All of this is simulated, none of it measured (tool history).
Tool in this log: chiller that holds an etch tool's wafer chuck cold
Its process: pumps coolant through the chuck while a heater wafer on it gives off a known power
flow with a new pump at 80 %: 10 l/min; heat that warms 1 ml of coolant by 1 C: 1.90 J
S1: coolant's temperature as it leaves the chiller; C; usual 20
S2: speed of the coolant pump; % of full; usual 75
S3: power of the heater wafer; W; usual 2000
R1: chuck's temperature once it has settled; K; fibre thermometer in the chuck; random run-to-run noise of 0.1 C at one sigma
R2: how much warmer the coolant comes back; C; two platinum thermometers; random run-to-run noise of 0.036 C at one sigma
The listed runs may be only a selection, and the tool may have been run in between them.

Run 1, hour 0: usual settings. Result: R1 313.85 K, R2 6.74 C.
Run 2, hour 42.6: usual settings. Result: R1 313.95 K, R2 6.71 C.
Run 3, hour 82.5: usual settings. Result: R1 313.85 K, R2 6.79 C.
Run 4, hour 113: usual settings but S2 87 % of full. Result: R1 312.25 K, R2 5.83 C.
Run 5, hour 176.6: usual settings but S2 87 % of full. Result: R1 312.35 K, R2 5.86 C.
Run 6, hour 214.4: usual settings but S1 17 C, S2 87 % of full. Result: R1 309.05 K, R2 5.85 C.
Run 7, hour 250.1: usual settings but S1 17 C, S2 87 % of full. Result: R1 309.25 K, R2 5.9 C.
Run 8, hour 292.7: usual settings but S3 2536 W. Result: R1 319.45 K, R2 8.53 C.
Run 9, hour 343.1: usual settings but S2 67 % of full, S3 2536 W. Result: R1 320.95 K, R2 9.65 C.
Run 10, hour 397.3: usual settings but S2 67 % of full, S3 2536 W. Result: R1 320.95 K, R2 9.62 C.
Run 11, hour 436.6: usual settings but S1 21 C. Result: R1 314.75 K, R2 6.84 C.
Run 12, hour 469: usual settings but S1 21 C. Result: R1 314.85 K, R2 6.88 C.
Run 13, hour 535: usual settings but S1 21 C. Result: R1 314.85 K, R2 6.88 C.
Run 14, hour 569.8: usual settings but S1 21 C. Result: R1 314.75 K, R2 6.83 C.
Run 15, hour 625.2: usual settings but S1 21 C. Result: R1 314.65 K, R2 6.9 C.
Run 16, hour 681.8: usual settings but S1 21 C. Result: R1 314.75 K, R2 6.85 C.
Run 17, hour 726.6: usual settings but S1 21 C. Result: R1 314.85 K, R2 6.87 C.
Run 18, hour 773.3: usual settings but S1 21 C. Result: R1 314.75 K, R2 6.89 C.
Run 19, hour 803.4: usual settings but S2 60 % of full, S3 2177 W. Result: R1 318.45 K, R2 9.35 C.
At hour 854.1: chiller's thermometer calibrated.
Run 20, hour 858.4: usual settings but S2 74 % of full. Result: R1 313.95 K, R2 7.07 C.
Run 21, hour 886.2: usual settings but S2 67 % of full, S3 1131 W. Result: R1 305.55 K, R2 4.35 C.
Run 22, hour 949.2: usual settings but S3 1851 W. Result: R1 312.25 K, R2 6.41 C.
At hour 962.2: gauge calibrated.
Run 23, hour 1000.5: usual settings but S3 2574 W. Result: R1 319.75 K, R2 8.68 C.
Run 24, hour 1038: usual settings but S1 11 C, S3 1278 W. Result: R1 297.35 K, R2 4.34 C.
Run 25, hour 1093.4: usual settings but S1 11 C, S2 73 % of full, S3 1616 W. Result: R1 301.15 K, R2 5.65 C.
Run 26, hour 1138: usual settings but S1 11 C, S2 73 % of full, S3 1616 W. Result: R1 301.15 K, R2 5.65 C.
Run 27, hour 1196.5: usual settings but S1 11 C, S2 73 % of full, S3 1616 W. Result: R1 301.15 K, R2 5.67 C.
Run 28, hour 1227.3: usual settings but S1 16 C, S2 85 % of full, S3 1730 W. Result: R1 305.85 K, R2 5.17 C.
Run 29, hour 1260.1: usual settings but S1 11 C, S2 93 % of full, S3 2883 W. Result: R1 310.65 K, R2 7.88 C.
Run 30, hour 1289.3: usual settings but S1 11 C, S2 93 % of full, S3 2883 W. Result: R1 310.85 K, R2 7.89 C.
Run 31, hour 1341.8: usual settings but S1 11 C, S2 93 % of full, S3 2883 W. Result: R1 310.65 K, R2 8.01 C.

Some steps in R2 between neighbouring runs. How much of each would the tool show without its hidden state too (settings, what came in, random variation), and how much is left for the hidden state, with any gauge scatter that isn't in both results?
Unlogged tool condition in this case: heat passed by the chuck's channels, % of clean ones'; flow at a given pump speed, % of a new pump's; coolant's true temperature over the reading, C; drift of the gauge itself on chuck_c, C; drift of the gauge itself on warmer_back_c, C.
Run 3 -> 4: S2 75 -> 87. R2 -0.96 C: hidden state +0.02, all else -0.98.
Run 5 -> 6: S1 20 -> 17. R2 -0.01 C: hidden state +0.02, all else -0.03.
Run 10 -> 11: S1 20 -> 21, S2 67 -> 75, S3 2536 -> 2000. R2 -2.78 C: hidden state +0.01, all else -2.79.
Run 20 -> 21: S2 74 -> 67, S3 2000 -> 1131. R2 -2.72 C: hidden state +0, all else -2.72.
Run 22 -> 23: S3 1851 -> 2574, gauge calibrated. R2 +2.27 C: hidden state -0.19, all else +2.46.
Run 23 -> 24: S1 20 -> 11, S3 2574 -> 1278. R2 -4.34 C: hidden state +0.01, all else -4.35.
